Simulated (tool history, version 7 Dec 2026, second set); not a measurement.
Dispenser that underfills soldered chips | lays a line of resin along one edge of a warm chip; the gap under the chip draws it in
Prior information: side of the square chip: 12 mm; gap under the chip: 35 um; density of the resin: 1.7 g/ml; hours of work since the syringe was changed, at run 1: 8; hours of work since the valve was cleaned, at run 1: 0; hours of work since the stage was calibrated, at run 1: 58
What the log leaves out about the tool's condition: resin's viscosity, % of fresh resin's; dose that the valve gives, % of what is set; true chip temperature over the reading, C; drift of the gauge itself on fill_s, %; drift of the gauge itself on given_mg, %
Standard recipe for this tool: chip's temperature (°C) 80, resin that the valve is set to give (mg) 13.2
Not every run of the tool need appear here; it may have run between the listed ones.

run   hour  chip's temperature (°C)  resin that the valve is set to give (mg)  hours of work since the syringe was changed  hours of work since the valve was cleaned  hours of work since the stage was calibrated  time until the resin shows at the far edge (s)  resin that the valve gave (mg)
  1    0.0                       80                                      13.2                                            8                                          0                                            58                                            92.4                           13.22
  2    3.8                       80                                      12.9                                           11                                          2                                            60                                            99.5                           12.92
       5.8  -- new syringe of resin
  3    6.9                       80                                      13.7                                            1                                          4                                            62                                            74.1                           13.64
  4   10.7                       80                                      12.4                                            3                                          6                                            64                                            80.0                           12.45
  5   15.8                       80                                      15.2                                            6                                         10                                            67                                            85.1                           15.11
  6   20.5                       80                                      15.2                                            9                                         12                                            70                                            93.7                           15.13
      24.7  -- new syringe of resin
  7   24.8                       80                                      13.1                                            0                                         15                                            72                                            71.0                           12.98
  8   28.1                       80                                      13.1                                            2                                         17                                            74                                            75.4                           12.99
  9   33.0                       80                                      13.2                                            5                                         20                                            78                                            85.6                           13.08
 10   37.3                       80                                      13.2                                            8                                         22                                            80                                            90.8                           13.01
 11   40.3                       80                                      13.2                                           10                                         24                                            82                                            96.6                           13.03
      43.7  -- new syringe of resin
 12   44.1                       80                                      13.2                                            0                                         26                                            84                                            70.0                           12.98
 13   48.9                       78                                      13.2                                            3                                         29                                            87                                            82.5                           13.00
 14   53.0                       78                                      13.2                                            6                                         32                                            90                                            90.3                           12.97
 15   57.2                       78                                      14.5                                            8                                         34                                            92                                            95.8                           14.24
 16   59.7                       78                                      14.5                                           10                                         36                                            94                                           100.5                           14.23
      62.8  -- new syringe of resin
 17   63.7                       78                                      14.5                                            1                                         38                                            96                                            78.1                           14.13
 18   68.3                       80                                      13.2                                            3                                         41                                            99                                            81.2                           12.89
 19   70.8                       80                                      13.2                                            5                                         43                                           100                                            84.6                           12.88
 20   72.9                       82                                      13.2                                            6                                         44                                           102                                            83.0                           12.87
 21   77.6                       67                                      15.7                                            9                                         47                                           104                                           145.0                           15.28
      81.7  -- new syringe of resin
 22   82.0                       69                                      11.2                                            0                                         49                                           107                                           108.6                           10.92
 23   85.0                       69                                      11.2                                            2                                         51                                           109                                           113.3                           10.87
      88.0  -- dispensing valve cleaned and set on the balance
 24   88.4                       68                                      11.4                                            3                                          0                                           110                                           121.4                           11.35
 25   92.8                       80                                      13.7                                            6                                          3                                           113                                            85.3                           13.66
 26   95.0                       80                                      12.1                                            8                                          4                                           114                                            92.7                           12.17
 27   97.2                       76                                      11.7                                            9                                          6                                           116                                           110.2                           11.65
 28  100.4                       76                                      11.7                                           11                                          8                                           118                                           117.4                           11.70
     101.7  -- new syringe of resin
 29  103.2                       93                                      12.6                                            1                                          9                                           119                                            49.4                           12.55
 30  107.2                       76                                      16.8                                            3                                         12                                           122                                            90.9                           16.72
 31  111.1                       71                                      14.2                                            6                                         14                                           124                                           116.1                           14.05
 32  113.4                       81                                      13.5                                            7                                         15                                           125                                            87.6                           13.45
 33  118.2                       81                                      13.5                                           10                                         18                                           128                                            96.5                           13.36
     120.8  -- new syringe of resin
 34  122.6                       81                                      13.5                                            1                                         21                                           131                                            71.6                           13.31
 35  126.5                       81                                      13.5                                            3                                         23                                           133                                            76.5                           13.39
 36  129.4                       83                                      16.9                                            5                                         25                                           135                                            75.7                           16.76
 37  133.0                       83                                      16.9                                            7                                         27                                           137                                            80.3                           16.64

For each entry between runs, how does the tool's hidden state at the last listed run before it compare with that at the first listed run after it?
After run 2, before run 3: new syringe of resin (hour 5.8)
  resin's viscosity, % of fresh resin's: 139.8 -> 103.9; dose that the valve gives, % of what is set: 99.94 -> 99.83; true chip temperature over the reading, C: -0.4 -> -0.41
  measured result minus the result with no hidden state, time until the resin shows at the far edge (s): +29.3 -> +3.7; resin that the valve gave (mg): -0.01 -> -0.02
After run 6, before run 7: new syringe of resin (hour 24.7)
  resin's viscosity, % of fresh resin's: 134.8 -> 100.7; dose that the valve gives, % of what is set: 99.34 -> 99.2; true chip temperature over the reading, C: -0.46 -> -0.48
  measured result minus the result with no hidden state, time until the resin shows at the far edge (s): +25.4 -> +1.7; resin that the valve gave (mg): -0.10 -> -0.11
After run 11, before run 12: new syringe of resin (hour 43.7)
  resin's viscosity, % of fresh resin's: 135.5 -> 98.5; dose that the valve gives, % of what is set: 98.63 -> 98.51; true chip temperature over the reading, C: -0.55 -> -0.57
  measured result minus the result with no hidden state, time until the resin shows at the far edge (s): +26.7 -> +0.4; resin that the valve gave (mg): -0.18 -> -0.19
After run 16, before run 17: new syringe of resin (hour 62.8)
  resin's viscosity, % of fresh resin's: 132.5 -> 103.6; dose that the valve gives, % of what is set: 97.9 -> 97.77; true chip temperature over the reading, C: -0.63 -> -0.65
  measured result minus the result with no hidden state, time until the resin shows at the far edge (s): +26.2 -> +4.4; resin that the valve gave (mg): -0.31 -> -0.33
After run 21, before run 22: new syringe of resin (hour 81.7)
  resin's viscosity, % of fresh resin's: 135 -> 101; dose that the valve gives, % of what is set: 97.26 -> 97.09; true chip temperature over the reading, C: -0.71 -> -0.73
  measured result minus the result with no hidden state, time until the resin shows at the far edge (s): +40.4 -> +4.6; resin that the valve gave (mg): -0.43 -> -0.33
After run 23, before run 24: dispensing valve cleaned and set on the balance (hour 88.0)
  resin's viscosity, % of fresh resin's: 107 -> 112; dose that the valve gives, % of what is set: 96.99 -> 100.24; true chip temperature over the reading, C: -0.74 -> -0.75
  measured result minus the result with no hidden state, time until the resin shows at the far edge (s): +11.0 -> +15.8; resin that the valve gave (mg): -0.34 -> +0.03
After run 28, before run 29: new syringe of resin (hour 101.7)
  resin's viscosity, % of fresh resin's: 140.8 -> 103.5; dose that the valve gives, % of what is set: 99.8 -> 99.71; true chip temperature over the reading, C: -0.8 -> -0.81
  measured result minus the result with no hidden state, time until the resin shows at the far edge (s): +36.1 -> +2.8; resin that the valve gave (mg): -0.03 -> -0.04
After run 33, before run 34: new syringe of resin (hour 120.8)
  resin's viscosity, % of fresh resin's: 137.9 -> 102.7; dose that the valve gives, % of what is set: 99.15 -> 99.01; true chip temperature over the reading, C: -0.88 -> -0.89
  measured result minus the result with no hidden state, time until the resin shows at the far edge (s): +28.6 -> +3.9; resin that the valve gave (mg): -0.11 -> -0.14
